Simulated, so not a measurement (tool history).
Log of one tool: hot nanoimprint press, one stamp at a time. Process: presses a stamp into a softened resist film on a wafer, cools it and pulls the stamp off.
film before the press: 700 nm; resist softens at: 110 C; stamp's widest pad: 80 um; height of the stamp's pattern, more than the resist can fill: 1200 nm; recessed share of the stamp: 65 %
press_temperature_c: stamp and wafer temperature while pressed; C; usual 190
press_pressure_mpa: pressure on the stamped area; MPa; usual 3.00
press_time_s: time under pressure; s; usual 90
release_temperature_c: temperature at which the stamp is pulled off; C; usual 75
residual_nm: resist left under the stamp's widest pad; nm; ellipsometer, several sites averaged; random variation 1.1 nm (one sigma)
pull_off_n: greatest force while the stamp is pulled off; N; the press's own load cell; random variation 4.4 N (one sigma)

Run 1, hour 0.0: usual settings. Result: residual_nm 297.8 nm, pull_off_n 312 N.
Run 2, hour 10.3: usual settings. Result: residual_nm 299.1 nm, pull_off_n 315 N.
Run 3, hour 22.3: usual settings. Result: residual_nm 299.0 nm, pull_off_n 329 N.
Run 4, hour 35.9: usual settings. Result: residual_nm 300.5 nm, pull_off_n 342 N.
Run 5, hour 44.0: usual settings. Result: residual_nm 300.1 nm, pull_off_n 334 N.
Run 6, hour 58.1: usual settings. Result: residual_nm 300.4 nm, pull_off_n 331 N.
Run 7, hour 66.0: usual settings. Result: residual_nm 300.9 nm, pull_off_n 359 N.
Run 8, hour 79.5: usual settings but press_temperature_c 184 C. Result: residual_nm 365.0 nm, pull_off_n 348 N.
Run 9, hour 91.9: usual settings but press_temperature_c 184 C. Result: residual_nm 363.8 nm, pull_off_n 367 N.
Run 10, hour 100.4: usual settings but press_temperature_c 184 C. Result: residual_nm 364.0 nm, pull_off_n 373 N.
Run 11, hour 115.5: usual settings but press_temperature_c 184 C. Result: residual_nm 365.8 nm, pull_off_n 390 N.
Run 12, hour 126.3: usual settings but press_temperature_c 184 C, press_pressure_mpa 3.56 MPa. Result: residual_nm 334.8 nm, pull_off_n 411 N.
Run 13, hour 140.4: usual settings but press_temperature_c 184 C, press_pressure_mpa 3.56 MPa. Result: residual_nm 336.0 nm, pull_off_n 409 N.
At hour 144.6: plate thermocouple calibrated.
Run 14, hour 158.2: usual settings but press_temperature_c 184 C, press_pressure_mpa 3.56 MPa. Result: residual_nm 313.3 nm, pull_off_n 378 N.
Run 15, hour 167.4: usual settings but press_temperature_c 184 C, press_pressure_mpa 3.56 MPa. Result: residual_nm 311.0 nm, pull_off_n 389 N.
Run 16, hour 183.1: usual settings but press_pressure_mpa 4.70 MPa, press_time_s 129 s, release_temperature_c 66 C. Result: residual_nm 191.3 nm, pull_off_n 519 N.
Run 17, hour 194.9: usual settings but press_pressure_mpa 1.81 MPa, press_time_s 102 s, release_temperature_c 66 C. Result: residual_nm 363.5 nm, pull_off_n 530 N.
At hour 211.8: stamp cleaned and given a new release coat.
Run 18, hour 212.9: usual settings but press_pressure_mpa 1.81 MPa, press_time_s 102 s, release_temperature_c 66 C. Result: residual_nm 362.7 nm, pull_off_n 258 N.
Run 19, hour 227.4: usual settings but press_pressure_mpa 1.81 MPa, press_time_s 98 s, release_temperature_c 63 C. Result: residual_nm 368.6 nm, pull_off_n 295 N.
Run 20, hour 235.0: usual settings but press_pressure_mpa 1.81 MPa, press_time_s 98 s, release_temperature_c 63 C. Result: residual_nm 367.0 nm, pull_off_n 310 N.
Run 21, hour 247.4: usual settings but press_pressure_mpa 1.81 MPa, press_time_s 98 s, release_temperature_c 63 C. Result: residual_nm 367.3 nm, pull_off_n 306 N.
Run 22, hour 263.3: usual settings but press_pressure_mpa 1.81 MPa, press_time_s 98 s, release_temperature_c 63 C. Result: residual_nm 367.4 nm, pull_off_n 324 N.
Run 23, hour 270.3: usual settings but press_pressure_mpa 3.74 MPa, press_time_s 78 s, release_temperature_c 63 C. Result: residual_nm 265.7 nm, pull_off_n 331 N.
Run 24, hour 286.3: usual settings but press_temperature_c 196 C, press_pressure_mpa 3.03 MPa, press_time_s 83 s, release_temperature_c 64 C. Result: residual_nm 244.2 nm, pull_off_n 333 N.
Run 25, hour 299.3: usual settings but press_temperature_c 196 C, press_pressure_mpa 3.03 MPa, press_time_s 83 s, release_temperature_c 64 C. Result: residual_nm 246.0 nm, pull_off_n 333 N.
Run 26, hour 306.3: usual settings but press_temperature_c 179 C, press_pressure_mpa 3.98 MPa, release_temperature_c 60 C. Result: residual_nm 350.3 nm, pull_off_n 364 N.
Run 27, hour 322.3: usual settings but press_temperature_c 199 C, press_pressure_mpa 3.98 MPa, release_temperature_c 76 C. Result: residual_nm 184.9 nm, pull_off_n 272 N.
Run 28, hour 329.1: usual settings but press_temperature_c 199 C, press_pressure_mpa 3.98 MPa, release_temperature_c 76 C. Result: residual_nm 184.4 nm, pull_off_n 283 N.
Run 29, hour 340.6: usual settings but press_temperature_c 199 C, press_pressure_mpa 3.98 MPa, release_temperature_c 76 C. Result: residual_nm 185.3 nm, pull_off_n 283 N.

Forecast each of these 5 alternatives for the next run:
Run A, hour 356.1: usual settings but press_temperature_c 199 C, press_pressure_mpa 2.02 MPa, press_time_s 58 s. Result: residual_nm ?, pull_off_n ?.
Run B, hour 356.1: usual settings but release_temperature_c 62 C. Result: residual_nm ?, pull_off_n ?.
Run C, hour 356.1: usual settings but release_temperature_c 80 C. Result: residual_nm ?, pull_off_n ?.
Run D, hour 356.1: usual settings but press_time_s 50 s. Result: residual_nm ?, pull_off_n ?.
Run E, hour 356.1: usual settings but press_temperature_c 193 C, press_pressure_mpa 3.98 MPa, release_temperature_c 76 C. Result: residual_nm ?, pull_off_n ?.

run  residual_nm  pull_off_n
  A        323.4         307
  B        287.9         398
  C        288.6         260
  D        350.9         289
  E        223.0         293
Without the tool's hidden state the same runs would have given:
run  residual_nm  pull_off_n
  A        317.1         222
  B        281.1         289
  C        281.7         187
  D        343.1         209
  E        217.3         211
